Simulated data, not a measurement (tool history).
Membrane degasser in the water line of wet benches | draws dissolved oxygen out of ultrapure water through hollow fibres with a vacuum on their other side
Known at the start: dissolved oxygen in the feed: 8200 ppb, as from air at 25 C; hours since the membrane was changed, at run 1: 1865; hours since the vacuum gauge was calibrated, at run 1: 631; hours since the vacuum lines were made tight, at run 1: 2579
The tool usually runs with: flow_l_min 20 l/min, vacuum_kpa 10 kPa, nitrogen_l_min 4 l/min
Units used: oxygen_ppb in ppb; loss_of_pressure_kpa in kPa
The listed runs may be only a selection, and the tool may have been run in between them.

run	hour	flow_l_min	vacuum_kpa	nitrogen_l_min	hours since the membrane was changed	hours since the vacuum gauge was calibrated	hours since the vacuum lines were made tight	oxygen_ppb	loss_of_pressure_kpa
1	0	20	10	4	1865	631	2579	416.6	38.78
2	78.4	20	10	4	1944	709	2657	411	38.89
3	155.4	20	10	4	2021	786	2734	410	39.01
4	204.9	20	10	4	2070	836	2784	417.6	38.95
5	259.6	20	10	4	2125	891	2838	413.6	38.78
6	299.5	20	10	4	2165	930	2878	414.2	38.54
7	350.7	20	10	4	2216	982	2929	411.6	38.79
8	431.2	20	10	4	2296	1062	3010	408.8	38.47
9	474.3	20	10	4	2339	1105	3053	407.5	39
10	549.5	17	10	4	2415	1181	3128	344.1	32.81
11	608.2	17	10	4	2473	1239	3187	340.6	32.98
12	644.3	20	12.9	4	2509	1275	3223	443.1	39.17
13	732.8	20	12.9	4	2598	1364	3312	447.9	39.05
14	783.2	21	10	4	2648	1414	3362	442.3	41.32
15	870.7	14	9.3	4	2736	1502	3449	269.5	27.24
16	948.7	20	18.2	9.93	2814	1580	3527	410.3	39.1
17	1037.3	24	18.2	6.92	2902	1668	3616	532.1	46.69
18	1095.3	23	6.5	9.48	2960	1726	3674	429.2	44.63
19	1166.2	18	23.4	4.58	3031	1797	3745	492.4	35.03
20	1206.6	18	23.4	4.58	3072	1838	3785	485.7	35.1
21	1296.2	18	10.3	4.58	3161	1927	3875	366.4	35.19
22	1379.8	15	21.3	4.58	3245	2011	3958	377.8	29.46
23	1436.9	20	7.4	2.54	3302	2068	4016	418.1	39.16
24	1484.7	22	7.4	2.54	3350	2116	4063	466.4	42.99
25	1561.4	20	13	2.04	3427	2192	4140	558.2	39.2
26	1626.9	16	10	5.17	3492	2258	4206	311.3	31.01
27	1697.2	16	10	5.17	3562	2328	4276	314.2	31.3
28	1773.2	20	24.1	3.19	3638	2404	4352	647.3	39.09

Alternative continuations, all from the tool just after run 28; predict every row:
A	1836	14	22	2.34	3701	2467	4415	?	?
B	1836	20	24.1	5.67	3701	2467	4415	?	?
C	1836	26	9.4	11.27	3701	2467	4415	?	?
D	1836	24	7.6	7.49	3701	2467	4415	?	?

run	oxygen_ppb	loss_of_pressure_kpa
A	476.1	27.44
B	518.8	39.34
C	503.5	50.87
D	463.1	47.01
With the hidden condition removed and each run's random variation left untouched, the same runs would have given:
run	oxygen_ppb	loss_of_pressure_kpa
A	447.8	26.69
B	486	38.28
C	466.5	49.49
D	427.9	45.73

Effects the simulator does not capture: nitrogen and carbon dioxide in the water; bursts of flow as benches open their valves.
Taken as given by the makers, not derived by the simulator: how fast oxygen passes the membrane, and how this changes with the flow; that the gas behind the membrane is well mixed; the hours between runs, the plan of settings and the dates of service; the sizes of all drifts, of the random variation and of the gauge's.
